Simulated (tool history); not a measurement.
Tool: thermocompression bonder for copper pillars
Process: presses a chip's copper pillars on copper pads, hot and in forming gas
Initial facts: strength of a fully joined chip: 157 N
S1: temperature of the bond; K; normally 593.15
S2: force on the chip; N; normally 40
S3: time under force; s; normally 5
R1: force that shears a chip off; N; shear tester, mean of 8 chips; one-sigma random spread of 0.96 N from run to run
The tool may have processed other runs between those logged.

{"run": 1, "hour": 0.0, "S1": 593.15, "S2": 40, "S3": 5, "R1": 98.4}
{"run": 2, "hour": 5.3, "S1": 593.15, "S2": 40, "S3": 8, "R1": 113.5}
{"run": 3, "hour": 14.9, "S1": 593.15, "S2": 28, "S3": 8, "R1": 94.8}
{"run": 4, "hour": 22.9, "S1": 593.15, "S2": 28, "S3": 8, "R1": 96.4}
{"run": 5, "hour": 28.9, "S1": 576.15, "S2": 40, "S3": 5, "R1": 86.4}
{"run": 6, "hour": 35.9, "S1": 593.15, "S2": 36, "S3": 5, "R1": 93.8}
{"run": 7, "hour": 44.2, "S1": 593.15, "S2": 36, "S3": 5, "R1": 95.0}
{"run": 8, "hour": 49.7, "S1": 593.15, "S2": 43, "S3": 5, "R1": 103.4}
{"run": 9, "hour": 57.6, "S1": 593.15, "S2": 43, "S3": 5, "R1": 102.2}
{"run": 10, "hour": 64.6, "S1": 593.15, "S2": 27, "S3": 5, "R1": 82.5}
{"run": 11, "hour": 73.0, "S1": 593.15, "S2": 27, "S3": 5, "R1": 79.9}
{"run": 12, "hour": 81.7, "S1": 593.15, "S2": 40, "S3": 5, "R1": 99.3}
{"run": 13, "hour": 87.2, "S1": 593.15, "S2": 40, "S3": 5, "R1": 100.6}
{"run": 14, "hour": 96.2, "S1": 573.15, "S2": 40, "S3": 5, "R1": 83.3}
{"run": 15, "hour": 104.4, "S1": 573.15, "S2": 40, "S3": 5, "R1": 83.9}
{"run": 16, "hour": 109.3, "S1": 573.15, "S2": 40, "S3": 5, "R1": 84.1}
{"run": 17, "hour": 114.2, "S1": 573.15, "S2": 40, "S3": 5, "R1": 82.4}
{"run": 18, "hour": 122.2, "S1": 593.15, "S2": 40, "S3": 5, "R1": 99.6}
{"run": 19, "hour": 126.4, "S1": 593.15, "S2": 40, "S3": 5, "R1": 99.3}
{"run": 20, "hour": 134.7, "S1": 593.15, "S2": 40, "S3": 5, "R1": 100.7}
{"run": 21, "hour": 139.0, "S1": 593.15, "S2": 40, "S3": 5, "R1": 100.3}
{"run": 22, "hour": 143.4, "S1": 593.15, "S2": 25, "S3": 4, "R1": 71.4}
{"run": 23, "hour": 152.3, "S1": 590.15, "S2": 34, "S3": 3, "R1": 76.7}
{"run": 24, "hour": 161.2, "S1": 580.15, "S2": 59, "S3": 7, "R1": 116.5}
{"hour": 163.6, "done": "force cell calibrated"}
{"hour": 167.2, "done": "forming gas filter changed"}
{"run": 25, "hour": 169.7, "S1": 606.15, "S2": 43, "S3": 10, "R1": 129.9}
{"run": 26, "hour": 177.0, "S1": 617.15, "S2": 40, "S3": 5, "R1": 117.9}
{"run": 27, "hour": 181.5, "S1": 569.15, "S2": 40, "S3": 10, "R1": 102.9}
{"run": 28, "hour": 189.4, "S1": 612.15, "S2": 40, "S3": 5, "R1": 113.9}
{"run": 29, "hour": 194.4, "S1": 598.15, "S2": 34, "S3": 5, "R1": 98.0}
{"run": 30, "hour": 202.7, "S1": 617.15, "S2": 28, "S3": 3, "R1": 85.9}
{"run": 31, "hour": 211.1, "S1": 617.15, "S2": 32, "S3": 9, "R1": 124.4}
{"hour": 215.9, "done": "force cell calibrated, once more"}
{"run": 32, "hour": 217.0, "S1": 598.15, "S2": 41, "S3": 4, "R1": 99.3}
{"run": 33, "hour": 226.0, "S1": 598.15, "S2": 41, "S3": 5, "R1": 105.9}
{"run": 34, "hour": 235.4, "S1": 571.15, "S2": 42, "S3": 14, "R1": 116.5}
{"run": 35, "hour": 243.3, "S1": 599.15, "S2": 40, "S3": 6, "R1": 110.8}
{"run": 36, "hour": 252.2, "S1": 577.15, "S2": 40, "S3": 9, "R1": 106.1}
{"run": 37, "hour": 259.5, "S1": 577.15, "S2": 40, "S3": 9, "R1": 105.4}
{"run": 38, "hour": 267.2, "S1": 578.15, "S2": 40, "S3": 12, "R1": 114.3}
{"run": 39, "hour": 272.9, "S1": 583.15, "S2": 42, "S3": 5, "R1": 95.5}

Hidden state or all else? Some run-to-run changes of R1, split into what the settings, what came in and random variation would give without the hidden state, and what is left for the hidden state (with any gauge scatter that isn't in both results):
Hidden state present: true temperature of the bond over the reading, C; force that reaches the chip, % of what is set; oxide that the forming gas leaves, % of the face; drift of the gauge itself on shear_n, %.
Run 21 -> 22: S2 40 -> 25, S3 5 -> 4. R1 -28.9 N: hidden state +0.3, all else -29.2.
Run 23 -> 24: S1 590.15 -> 580.15, S2 34 -> 59, S3 3 -> 7. R1 +39.8 N: hidden state -0.8, all else +40.6.
Run 24 -> 25: S1 580.15 -> 606.15, S2 59 -> 43, S3 7 -> 10, force cell calibrated, forming gas filter changed. R1 +13.4 N: hidden state +2.0, all else +11.4.
Run 30 -> 31: S2 28 -> 32, S3 3 -> 9. R1 +38.5 N: hidden state -0.2, all else +38.7.
Run 31 -> 32: S1 617.15 -> 598.15, S2 32 -> 41, S3 9 -> 4, force cell calibrated, once more. R1 -25.1 N: hidden state +0.5, all else -25.6.
